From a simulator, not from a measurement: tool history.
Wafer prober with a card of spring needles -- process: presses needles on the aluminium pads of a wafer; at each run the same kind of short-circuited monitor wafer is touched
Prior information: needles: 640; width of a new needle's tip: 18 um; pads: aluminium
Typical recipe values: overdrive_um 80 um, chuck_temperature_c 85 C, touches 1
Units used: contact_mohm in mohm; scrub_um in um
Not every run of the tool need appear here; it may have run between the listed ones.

| run | hour | overdrive_um | chuck_temperature_c | touches | contact_mohm | scrub_um |
|---|---|---|---|---|---|---|
| 1 | 0.0 | 80 | 85 | 1 | 227 | 20.21 |
|  | 11.1 | tips cleaned on abrasive film |
| 2 | 25.4 | 80 | 37 | 1 | 219 | 20.23 |
|  | 39.3 | tips cleaned on abrasive film |
| 3 | 46.3 | 80 | 37 | 1 | 222 | 20.17 |
|  | 67.8 | tips cleaned on abrasive film |
| 4 | 72.3 | 80 | 37 | 1 | 219 | 20.12 |
| 5 | 83.2 | 80 | 85 | 1 | 230 | 20.14 |
|  | 95.1 | tips cleaned on abrasive film |
| 6 | 98.6 | 80 | 85 | 2 | 229 | 20.09 |
| 7 | 118.3 | 80 | 85 | 2 | 228 | 20.21 |
|  | 123.3 | tips cleaned on abrasive film |
| 8 | 132.8 | 80 | 85 | 2 | 226 | 20.14 |
| 9 | 150.3 | 80 | 85 | 2 | 226 | 20.20 |
|  | 152.4 | tips cleaned on abrasive film |
| 10 | 171.5 | 80 | 85 | 2 | 232 | 20.10 |
|  | 181.2 | tips cleaned on abrasive film |
| 11 | 198.2 | 80 | 85 | 2 | 228 | 20.21 |
|  | 210.5 | tips cleaned on abrasive film |
| 12 | 214.3 | 80 | 85 | 2 | 225 | 20.16 |
| 13 | 229.2 | 62 | 85 | 1 | 232 | 15.57 |
|  | 239.4 | tips cleaned on abrasive film |
| 14 | 241.1 | 62 | 85 | 1 | 234 | 15.59 |
| 15 | 263.1 | 80 | 85 | 1 | 225 | 20.11 |
|  | 267.5 | tips cleaned on abrasive film |
| 16 | 286.4 | 80 | 85 | 1 | 228 | 20.13 |
|  | 295.9 | tips cleaned on abrasive film |
| 17 | 298.1 | 80 | 85 | 1 | 224 | 20.08 |
| 18 | 318.5 | 68 | 50 | 3 | 222 | 17.08 |
|  | 324.1 | tips cleaned on abrasive film |
| 19 | 339.4 | 80 | 25 | 1 | 216 | 20.09 |
|  | 349.8 | height of the first contact set anew |
| 20 | 350.9 | 72 | 85 | 1 | 232 | 18.08 |
|  | 352.2 | tips cleaned on abrasive film |
| 21 | 364.9 | 83 | 34 | 3 | 217 | 20.85 |
| 22 | 379.1 | 80 | 62 | 3 | 224 | 20.11 |
|  | 381.4 | tips cleaned on abrasive film |
| 23 | 392.0 | 68 | 81 | 1 | 228 | 17.04 |
|  | 409.0 | tips cleaned on abrasive film |
| 24 | 410.3 | 80 | 94 | 3 | 230 | 20.12 |
| 25 | 429.4 | 80 | 29 | 1 | 217 | 20.09 |
|  | 437.4 | tips cleaned on abrasive film |
| 26 | 445.0 | 80 | 29 | 2 | 212 | 20.02 |
| 27 | 462.9 | 80 | 29 | 2 | 213 | 20.07 |
|  | 466.2 | tips cleaned on abrasive film |
| 28 | 483.6 | 69 | 26 | 3 | 215 | 17.35 |
|  | 494.3 | tips cleaned on abrasive film |
| 29 | 506.0 | 69 | 26 | 1 | 217 | 17.31 |
| 30 | 517.1 | 98 | 63 | 2 | 222 | 24.48 |
|  | 521.7 | tips cleaned on abrasive film |
| 31 | 538.9 | 66 | 48 | 1 | 223 | 16.52 |
|  | 550.3 | tips cleaned on abrasive film |
| 32 | 552.8 | 80 | 94 | 1 | 234 | 20.01 |
| 33 | 571.1 | 80 | 88 | 1 | 228 | 20.05 |
|  | 578.7 | tips cleaned on abrasive film |
| 34 | 584.5 | 80 | 32 | 1 | 214 | 20.04 |

Predict each of these 4 candidate next runs independently; none follows another, all start after run 34:
| A | 604.7 | 87 | 85 | 2 | ? | ? |
| B | 604.7 | 95 | 30 | 2 | ? | ? |
| C | 604.7 | 60 | 39 | 3 | ? | ? |
| D | 604.7 | 73 | 49 | 3 | ? | ? |

| run | contact_mohm | scrub_um |
|---|---|---|
| A | 224 | 21.80 |
| B | 211 | 23.70 |
| C | 218 | 15.01 |
| D | 223 | 18.27 |
Without the tool's hidden state the same runs would have given:
| run | contact_mohm | scrub_um |
|---|---|---|
| A | 224 | 22.02 |
| B | 211 | 23.94 |
| C | 218 | 15.16 |
| D | 223 | 18.46 |
